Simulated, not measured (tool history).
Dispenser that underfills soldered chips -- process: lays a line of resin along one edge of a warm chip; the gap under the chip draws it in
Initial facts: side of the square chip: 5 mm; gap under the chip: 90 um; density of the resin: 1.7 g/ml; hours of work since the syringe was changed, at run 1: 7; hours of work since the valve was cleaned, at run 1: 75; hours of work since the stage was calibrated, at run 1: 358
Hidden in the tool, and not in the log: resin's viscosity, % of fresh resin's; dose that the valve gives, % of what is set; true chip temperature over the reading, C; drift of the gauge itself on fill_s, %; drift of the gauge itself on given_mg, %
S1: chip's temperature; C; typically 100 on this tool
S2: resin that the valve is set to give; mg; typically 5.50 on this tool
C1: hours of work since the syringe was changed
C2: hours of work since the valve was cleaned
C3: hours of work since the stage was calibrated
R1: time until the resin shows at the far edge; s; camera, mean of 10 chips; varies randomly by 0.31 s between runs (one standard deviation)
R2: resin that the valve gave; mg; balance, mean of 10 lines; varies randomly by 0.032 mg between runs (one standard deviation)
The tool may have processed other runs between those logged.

{"run": 1, "day": 0.0, "S1": 100, "S2": 5.5, "C1": 7, "C2": 75, "C3": 358, "R1": 9.5, "R2": 5.28}
{"day": 0.288, "done": "new syringe of resin"}
{"run": 2, "day": 0.504, "S1": 100, "S2": 5.5, "C1": 4, "C2": 84, "C3": 367, "R1": 8.5, "R2": 5.25}
{"day": 0.633, "done": "dispensing valve cleaned and set on the balance"}
{"run": 3, "day": 0.875, "S1": 100, "S2": 5.5, "C1": 10, "C2": 5, "C3": 373, "R1": 11.0, "R2": 5.46}
{"day": 1.0, "done": "new syringe of resin"}
{"run": 4, "day": 1.342, "S1": 100, "S2": 4.83, "C1": 6, "C2": 13, "C3": 382, "R1": 10.1, "R2": 4.77}
{"day": 1.658, "done": "new syringe of resin"}
{"run": 5, "day": 1.779, "S1": 100, "S2": 7.15, "C1": 2, "C2": 21, "C3": 389, "R1": 8.2, "R2": 7.01}
{"run": 6, "day": 2.175, "S1": 100, "S2": 7.15, "C1": 10, "C2": 28, "C3": 397, "R1": 10.3, "R2": 6.98}
{"day": 2.312, "done": "new syringe of resin"}
{"run": 7, "day": 2.721, "S1": 100, "S2": 7.15, "C1": 8, "C2": 38, "C3": 407, "R1": 9.3, "R2": 6.95}
{"day": 2.958, "done": "new syringe of resin"}
{"run": 8, "day": 2.996, "S1": 100, "S2": 5.92, "C1": 1, "C2": 43, "C3": 412, "R1": 7.5, "R2": 5.73}
{"run": 9, "day": 3.529, "S1": 100, "S2": 4.97, "C1": 11, "C2": 53, "C3": 421, "R1": 11.4, "R2": 4.81}
{"day": 3.592, "done": "new syringe of resin"}
{"run": 10, "day": 3.9, "S1": 100, "S2": 4.97, "C1": 6, "C2": 59, "C3": 428, "R1": 9.7, "R2": 4.82}
{"run": 11, "day": 4.204, "S1": 100, "S2": 6.8, "C1": 11, "C2": 65, "C3": 434, "R1": 10.6, "R2": 6.56}
{"day": 4.254, "done": "new syringe of resin"}
{"run": 12, "day": 4.542, "S1": 100, "S2": 6.8, "C1": 5, "C2": 71, "C3": 440, "R1": 9.6, "R2": 6.53}
{"day": 4.904, "done": "new syringe of resin"}
{"run": 13, "day": 4.958, "S1": 100, "S2": 5.34, "C1": 1, "C2": 79, "C3": 447, "R1": 8.5, "R2": 5.09}
{"day": 5.358, "done": "dispensing valve cleaned and set on the balance"}
{"run": 14, "day": 5.388, "S1": 100, "S2": 5.12, "C1": 8, "C2": 1, "C3": 454, "R1": 9.7, "R2": 5.11}
{"day": 5.579, "done": "new syringe of resin"}
{"run": 15, "day": 5.654, "S1": 100, "S2": 5.5, "C1": 1, "C2": 5, "C3": 459, "R1": 7.9, "R2": 5.5}
{"run": 16, "day": 5.975, "S1": 100, "S2": 5.5, "C1": 7, "C2": 11, "C3": 465, "R1": 9.7, "R2": 5.48}
{"day": 6.233, "done": "new syringe of resin"}
{"run": 17, "day": 6.492, "S1": 100, "S2": 7.19, "C1": 5, "C2": 21, "C3": 474, "R1": 8.3, "R2": 7.12}
{"run": 18, "day": 6.8, "S1": 100, "S2": 5.5, "C1": 11, "C2": 26, "C3": 480, "R1": 10.2, "R2": 5.41}
{"day": 6.888, "done": "new syringe of resin"}
{"run": 19, "day": 7.358, "S1": 100, "S2": 5.5, "C1": 9, "C2": 36, "C3": 490, "R1": 10.3, "R2": 5.41}
{"day": 7.512, "done": "new syringe of resin"}
{"run": 20, "day": 7.842, "S1": 110, "S2": 4.87, "C1": 6, "C2": 45, "C3": 499, "R1": 7.1, "R2": 4.73}
{"day": 8.167, "done": "new syringe of resin"}
{"run": 21, "day": 8.192, "S1": 99, "S2": 4.87, "C1": 0, "C2": 51, "C3": 505, "R1": 8.1, "R2": 4.73}
{"run": 22, "day": 8.65, "S1": 96, "S2": 6.0, "C1": 9, "C2": 60, "C3": 514, "R1": 11.0, "R2": 5.83}
{"day": 8.808, "done": "new syringe of resin"}
{"run": 23, "day": 9.0, "S1": 96, "S2": 6.0, "C1": 4, "C2": 66, "C3": 520, "R1": 9.7, "R2": 5.78}
{"run": 24, "day": 9.3, "S1": 99, "S2": 5.86, "C1": 9, "C2": 72, "C3": 526, "R1": 10.2, "R2": 5.6}
{"day": 9.458, "done": "new syringe of resin"}
{"run": 25, "day": 9.733, "S1": 100, "S2": 5.11, "C1": 5, "C2": 80, "C3": 533, "R1": 8.9, "R2": 4.88}
{"run": 26, "day": 9.975, "S1": 85, "S2": 6.1, "C1": 10, "C2": 84, "C3": 538, "R1": 15.2, "R2": 5.86}
{"day": 10.092, "done": "dispensing valve cleaned and set on the balance"}
{"day": 10.154, "done": "new syringe of resin"}
{"run": 27, "day": 10.254, "S1": 101, "S2": 5.51, "C1": 2, "C2": 3, "C3": 542, "R1": 8.1, "R2": 5.48}
{"run": 28, "day": 10.642, "S1": 113, "S2": 5.5, "C1": 9, "C2": 10, "C3": 549, "R1": 7.0, "R2": 5.44}
{"day": 10.808, "done": "new syringe of resin"}
{"run": 29, "day": 11.15, "S1": 88, "S2": 5.66, "C1": 6, "C2": 19, "C3": 558, "R1": 12.9, "R2": 5.58}
{"run": 30, "day": 11.392, "S1": 110, "S2": 5.54, "C1": 11, "C2": 24, "C3": 563, "R1": 8.3, "R2": 5.45}
{"day": 11.462, "done": "new syringe of resin"}
{"run": 31, "day": 11.854, "S1": 91, "S2": 5.48, "C1": 7, "C2": 32, "C3": 571, "R1": 12.6, "R2": 5.36}
{"day": 12.104, "done": "new syringe of resin"}
{"run": 32, "day": 12.383, "S1": 91, "S2": 5.48, "C1": 5, "C2": 42, "C3": 581, "R1": 12.3, "R2": 5.29}
{"day": 12.75, "done": "new syringe of resin"}
{"run": 33, "day": 12.871, "S1": 106, "S2": 6.18, "C1": 2, "C2": 50, "C3": 590, "R1": 7.0, "R2": 5.97}
{"day": 13.383, "done": "new syringe of resin"}
{"run": 34, "day": 13.383, "S1": 106, "S2": 6.18, "C1": 0, "C2": 60, "C3": 599, "R1": 6.0, "R2": 5.95}
{"run": 35, "day": 13.825, "S1": 106, "S2": 6.18, "C1": 8, "C2": 68, "C3": 607, "R1": 8.0, "R2": 5.91}
{"day": 14.046, "done": "new syringe of resin"}
{"run": 36, "day": 14.079, "S1": 106, "S2": 4.79, "C1": 1, "C2": 72, "C3": 612, "R1": 7.8, "R2": 4.58}

3 options for the next run, each taken on its own from the tool as it stands now. Forecast them:
{"run": "A", "day": 14.471, "S1": 106, "S2": 5.46, "C1": 8, "C2": 80, "C3": 619, "R1": "?", "R2": "?"}
{"run": "B", "day": 14.471, "S1": 105, "S2": 4.79, "C1": 8, "C2": 80, "C3": 619, "R1": "?", "R2": "?"}
{"run": "C", "day": 14.471, "S1": 100, "S2": 4.72, "C1": 8, "C2": 80, "C3": 619, "R1": "?", "R2": "?"}

run=A R1=9.1 R2=5.22
run=B R1=8.5 R2=4.55
run=C R1=10.6 R2=4.44
Without the tool's unlogged condition, the same runs would have read:
run=A R1=8.0 R2=5.50
run=B R1=7.3 R2=4.79
run=C R1=9.2 R2=4.68
